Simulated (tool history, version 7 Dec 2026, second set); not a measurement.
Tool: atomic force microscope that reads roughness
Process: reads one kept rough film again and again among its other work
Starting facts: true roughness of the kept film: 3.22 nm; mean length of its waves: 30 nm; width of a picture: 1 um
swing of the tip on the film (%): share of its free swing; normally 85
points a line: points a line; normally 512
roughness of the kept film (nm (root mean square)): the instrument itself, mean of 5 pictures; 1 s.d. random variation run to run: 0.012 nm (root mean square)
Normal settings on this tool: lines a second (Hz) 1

run   hour  lines a second (Hz)  swing of the tip on the film (%)  points a line  roughness of the kept film (nm (root mean square))
  1      0                    1                                85            512                                               2.597
      49.8  -- new tip fitted
  2   51.4                    1                                85            512                                               2.694
  3   81.3                    1                                72            512                                               2.738
  4  140.3                    1                                72            512                                               2.563
     147.1  -- new tip fitted
  5  190.1                    1                                72            512                                               2.702
     243.2  -- new tip fitted
  6  243.7                    1                                72            512                                               2.813

Predict the results of run 7:
  7  287.2                  0.9                                81            709                                                   ?

Run 7 measured roughness of the kept film (nm (root mean square)) 2.67.
With no hidden state in the tool, this same run would have given roughness of the kept film (nm (root mean square)) 2.834.

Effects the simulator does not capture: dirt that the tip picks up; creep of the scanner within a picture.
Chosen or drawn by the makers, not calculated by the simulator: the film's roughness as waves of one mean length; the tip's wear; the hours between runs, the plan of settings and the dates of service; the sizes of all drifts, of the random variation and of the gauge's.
